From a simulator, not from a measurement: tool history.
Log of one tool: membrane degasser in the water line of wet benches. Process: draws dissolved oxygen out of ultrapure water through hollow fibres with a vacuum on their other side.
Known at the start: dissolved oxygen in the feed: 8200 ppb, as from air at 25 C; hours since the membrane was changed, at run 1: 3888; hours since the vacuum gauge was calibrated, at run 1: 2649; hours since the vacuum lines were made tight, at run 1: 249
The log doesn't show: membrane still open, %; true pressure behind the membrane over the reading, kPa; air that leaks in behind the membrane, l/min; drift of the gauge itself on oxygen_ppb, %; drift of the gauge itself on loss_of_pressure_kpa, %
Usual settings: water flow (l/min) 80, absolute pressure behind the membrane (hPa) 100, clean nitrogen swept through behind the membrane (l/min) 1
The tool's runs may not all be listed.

| run | day | water flow (l/min) | absolute pressure behind the membrane (hPa) | clean nitrogen swept through behind the membrane (l/min) | hours since the membrane was changed | hours since the vacuum gauge was calibrated | hours since the vacuum lines were made tight | dissolved oxygen in the water behind the degasser (ppb) | pressure that the water loses in the fibres (hPa) |
|---|---|---|---|---|---|---|---|---|---|
| 1 | 0 | 80 | 100 | 1 | 3888 | 2649 | 249 | 867.4 | 538.7 |
| 2 | 4.692 | 80 | 100 | 1 | 4000 | 2761 | 362 | 868.1 | 537.1 |
| 3 | 9.771 | 80 | 100 | 1 | 4122 | 2883 | 484 | 867.6 | 540.7 |
| 4 | 13.396 | 80 | 65 | 1 | 4209 | 2970 | 571 | 452.9 | 540.5 |
| 5 | 16.446 | 80 | 245 | 1 | 4283 | 3044 | 644 | 2289.3 | 540.8 |
| 6 | 18.896 | 80 | 245 | 1 | 4341 | 3102 | 703 | 2281.9 | 540.3 |
| 7 | 23.821 | 67 | 100 | 1 | 4460 | 3220 | 821 | 760.2 | 450.5 |
| 8 | 26.142 | 67 | 100 | 1 | 4515 | 3276 | 876 | 762.3 | 454.5 |
| 9 | 28.833 | 67 | 100 | 1 | 4580 | 3341 | 941 | 756.1 | 457 |
| 10 | 33.446 | 67 | 100 | 1 | 4691 | 3451 | 1052 | 762.7 | 454.4 |
| 11 | 37.754 | 67 | 100 | 0.77 | 4794 | 3555 | 1155 | 899.5 | 448.9 |
| 12 | 41.662 | 67 | 100 | 0.77 | 4888 | 3649 | 1249 | 900 | 451.7 |
| 13 | 46.662 | 67 | 100 | 0.77 | 5008 | 3769 | 1369 | 896.6 | 456.3 |
| 14 | 51.617 | 80 | 100 | 1 | 5127 | 3888 | 1488 | 873.5 | 535.5 |
| 15 | 54.954 | 80 | 100 | 1 | 5207 | 3968 | 1568 | 866 | 539.7 |
| 16 | 58.821 | 80 | 110 | 1 | 5300 | 4060 | 1661 | 985.4 | 536.5 |
| 17 | 63.442 | 80 | 110 | 1 | 5410 | 4171 | 1772 | 977.5 | 537.1 |
| 18 | 66.192 | 121 | 116 | 1.42 | 5476 | 4237 | 1838 | 1165 | 811.8 |
| 19 | 70.071 | 121 | 116 | 1.42 | 5570 | 4331 | 1931 | 1161.8 | 811.2 |
| 20 | 73.821 | 121 | 116 | 1.42 | 5660 | 4421 | 2021 | 1173.5 | 810.7 |
| 21 | 77.254 | 82 | 65 | 1.62 | 5742 | 4503 | 2103 | 337.4 | 553.6 |
| 22 | 81.267 | 94 | 148 | 1.75 | 5838 | 4599 | 2200 | 1095.9 | 636.1 |
| 23 | 85.446 | 70 | 149 | 0.59 | 5939 | 4699 | 2300 | 1735.5 | 467.5 |
| 24 | 90.283 | 80 | 123 | 0.99 | 6055 | 4816 | 2416 | 1131.1 | 537.4 |
| 25 | 94.829 | 80 | 100 | 2.45 | 6164 | 4925 | 2525 | 465.4 | 538.7 |
| 26 | 98.504 | 80 | 100 | 2.45 | 6252 | 5013 | 2613 | 464.5 | 540 |
| 27 | 100.712 | 80 | 100 | 2.45 | 6305 | 5066 | 2666 | 469.3 | 540.5 |

The next listed run, before its measurement:
| 28 | 104.546 | 80 | 100 | 2.45 | 6397 | 5158 | 2758 | ? | ? |

{"run 28": {"dissolved oxygen in the water behind the degasser (ppb)": 466.6, "pressure that the water loses in the fibres (hPa)": 536.5}}
Without the tool's hidden state the same run would have given dissolved oxygen in the water behind the degasser (ppb) 466.2, pressure that the water loses in the fibres (hPa) 536.2.
